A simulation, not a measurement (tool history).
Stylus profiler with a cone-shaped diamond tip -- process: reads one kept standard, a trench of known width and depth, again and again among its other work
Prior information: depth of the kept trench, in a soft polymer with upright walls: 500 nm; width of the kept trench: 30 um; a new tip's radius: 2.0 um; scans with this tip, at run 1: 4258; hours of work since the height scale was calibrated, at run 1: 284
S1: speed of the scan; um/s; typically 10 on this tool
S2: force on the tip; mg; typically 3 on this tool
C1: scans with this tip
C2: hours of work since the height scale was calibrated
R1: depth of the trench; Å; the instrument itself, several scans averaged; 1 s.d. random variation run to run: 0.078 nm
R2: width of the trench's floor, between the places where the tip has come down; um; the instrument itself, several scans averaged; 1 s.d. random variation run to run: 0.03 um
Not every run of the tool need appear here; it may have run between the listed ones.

run    hour  S1    S2     C1    C2      R1     R2
  1       0  10     3   4258   284  5058.9  27.27
  2    91.7  10     3   5334   356  5060.2  27.29
  3   163.1  10     3   6173   412  5060.2  27.32
  4   223.6  10     3   6884   460  5060.4  27.27
  5   320.7  10     3   8025   536  5058.4  27.24
  6   363.5  10     3   8527   569  5060.6  27.32
  7     410  16     3   9073   606  5059.5  27.33
  8   462.9  10     3   9694   647  5061.4  27.33
  9   555.7  10     3  10785   720  5057.8   27.3
 10   598.5  10     3  11287   754  5058.7  27.35
 11   678.2  10     3  12223   816  5058.1  27.31
 12   737.7  10     3  12922   863  5058.7  27.34
 13   820.8  10     3  13898   928  5057.8  27.33
 14   881.7  10     3  14613   976  5058.5  27.26
 15   948.8  10     3  15401  1028  5058.5  27.29
 16  1029.8  11     3  16352  1092  5058.8  27.27
 17  1133.4  11     3  17569  1173  5059.3  27.28
 18  1188.9  11  6.34  18221  1217  5097.9   27.3
 19  1265.9  10     3  19125  1277  5060.1  27.34
 20  1320.8  10     3  19771  1320  5060.5  27.29
 21  1422.7   5  4.69  20967  1400  5079.7  27.26
 22  1480.8   9  1.04  21649  1445    5030  27.26
     1562.5  -- height scale calibrated on a step standard
 23  1562.5  35  1.16  22603     0  5031.6  27.14
     1601.3  -- new tip fitted, height scale calibrated
 24  1644.2  35  1.16    504    34  5031.4  27.15
 25  1688.6   6  3.84   1025    68  5069.7  27.29
 26    1753  15  5.98   1782   119  5094.6  27.33
 27  1803.9  26  1.53   2380   159  5039.3  27.24
 28  1890.1  10     3   3392   226  5059.8  27.29
 29    1995  30  8.33   4624   309  5118.1  27.29
 30  2094.3  30  8.33   5790   387  5118.1  27.28
 31  2193.5   4  6.31   6955   464    5097  27.37
 32  2249.8   4  6.31   7617   509  5098.5  27.28
 33  2331.6   4  6.31   8577   573  5097.7  27.35
 34  2406.4   4  6.31   9455   631  5098.2  27.36
 35  2476.6   4  6.31  10280   686  5096.9  27.31
 36  2551.1   4  6.31  11155   745    5098  27.33
 37  2605.7  15  2.85  11796   788  5056.9  27.26
 38  2671.5  21  2.55  12569   839  5053.4  27.35
 39  2724.4   7  5.32  13190   881    5087   27.3

Here are 4 independent what-if runs from the current tool condition. What would each one return?
  A  2821.1  22     3  14327  957   ?   ?
  B  2821.1   7  4.64  14327  957   ?   ?
  C  2821.1  38  7.43  14327  957   ?   ?
  D  2821.1   3  5.09  14327  957   ?   ?

run      R1     R2
  A    5059  27.23
  B  5079.3  27.37
  C  5108.4  27.19
  D  5084.3  27.35
With the hidden condition removed and each run's random variation left untouched, the same runs would have given:
run      R1     R2
  A  5058.9  27.24
  B  5079.3  27.38
  C  5108.3   27.2
  D  5084.3  27.36
